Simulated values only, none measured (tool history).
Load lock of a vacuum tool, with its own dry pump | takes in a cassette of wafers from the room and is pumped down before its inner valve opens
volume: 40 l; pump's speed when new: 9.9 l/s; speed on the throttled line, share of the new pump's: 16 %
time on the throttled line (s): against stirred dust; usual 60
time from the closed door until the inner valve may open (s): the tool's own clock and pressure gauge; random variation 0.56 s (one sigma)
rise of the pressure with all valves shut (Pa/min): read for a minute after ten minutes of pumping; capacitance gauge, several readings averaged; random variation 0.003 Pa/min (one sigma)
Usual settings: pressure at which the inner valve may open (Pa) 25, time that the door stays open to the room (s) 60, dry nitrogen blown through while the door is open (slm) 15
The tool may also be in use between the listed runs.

run    hour  time on the throttled line (s)  pressure at which the inner valve may open (Pa)  time that the door stays open to the room (s)  dry nitrogen blown through while the door is open (slm)  incoming humidity of the room's air, %  time from the closed door until the inner valve may open (s)  rise of the pressure with all valves shut (Pa/min)
  1       0                              60                                               25                                             60                                                       15                                    44.8                                                          84.1                                               0.074
  2     187                              60                                               25                                             60                                                       15                                    49.5                                                          85.2                                               0.086
  3   436.4                              60                                               25                                             60                                                       15                                    41.3                                                          84.9                                               0.086
  4   689.2                              60                                               25                                             60                                                       15                                    46.2                                                          84.2                                               0.104
  5   924.8                              60                                               25                                             60                                                       15                                    45.3                                                          84.7                                               0.117
  6  1267.7                             100                                               25                                             60                                                       15                                    48.8                                                         118.2                                               0.128
  7  1617.5                              60                                               19                                             60                                                       15                                    42.7                                                          85.9                                               0.144
  8  1849.8                              60                                               25                                             60                                                       15                                    47.4                                                          83.9                                               0.161
  9  2224.5                              60                                               25                                             60                                                       15                                    44.3                                                          84.7                                               0.185
 10  2629.1                              40                                               25                                             51                                                       15                                    44.3                                                          69.2                                               0.203
 11  3020.4                              40                                               25                                             51                                                       15                                    44.2                                                          67.5                                               0.224
 12  3326.2                              40                                               20                                             51                                                       15                                    47.8                                                          68.7                                               0.251
 13  3639.8                              40                                               20                                            115                                                        4                                    45.2                                                          68.9                                               0.299
 14  3998.1                              40                                               20                                            115                                                        4                                    43.5                                                          69.1                                                0.32
 15  4253.5                              60                                               45                                             60                                                       36                                      40                                                          82.4                                                 0.3
 16  4564.7                              68                                               25                                             60                                                       15                                    44.5                                                          91.1                                               0.339
 17  4864.6                              68                                               26                                             60                                                       15                                    46.8                                                          90.8                                               0.357
     4901.8  -- door's seal changed, seat wiped
 18  5128.1                              60                                               25                                             86                                                        9                                    47.2                                                          85.1                                                0.05

Forecast each of these 5 alternatives for the next run:
  A  5365.7                              36                                               25                                            135                                                       13                                    46.9                                                             ?                                                   ?
  B  5365.7                             112                                               25                                             35                                                        4                                    44.4                                                             ?                                                   ?
  C  5365.7                              31                                               25                                             36                                                       10                                    48.6                                                             ?                                                   ?
  D  5365.7                              57                                               25                                             51                                                       34                                    47.4                                                             ?                                                   ?
  E  5365.7                              60                                               19                                            110                                                        9                                    42.8                                                             ?                                                   ?

run  time from the closed door until the inner valve may open (s)  rise of the pressure with all valves shut (Pa/min)
  A                                                          65.7                                                0.06
  B                                                         128.2                                               0.033
  C                                                          60.7                                               0.036
  D                                                          81.9                                               0.024
  E                                                          86.3                                               0.052
Without the tool's hidden state the same runs would have given:
run  time from the closed door until the inner valve may open (s)  rise of the pressure with all valves shut (Pa/min)
  A                                                          64.4                                               0.053
  B                                                         127.4                                               0.026
  C                                                          59.3                                               0.029
  D                                                          80.8                                               0.017
  E                                                          85.1                                               0.045
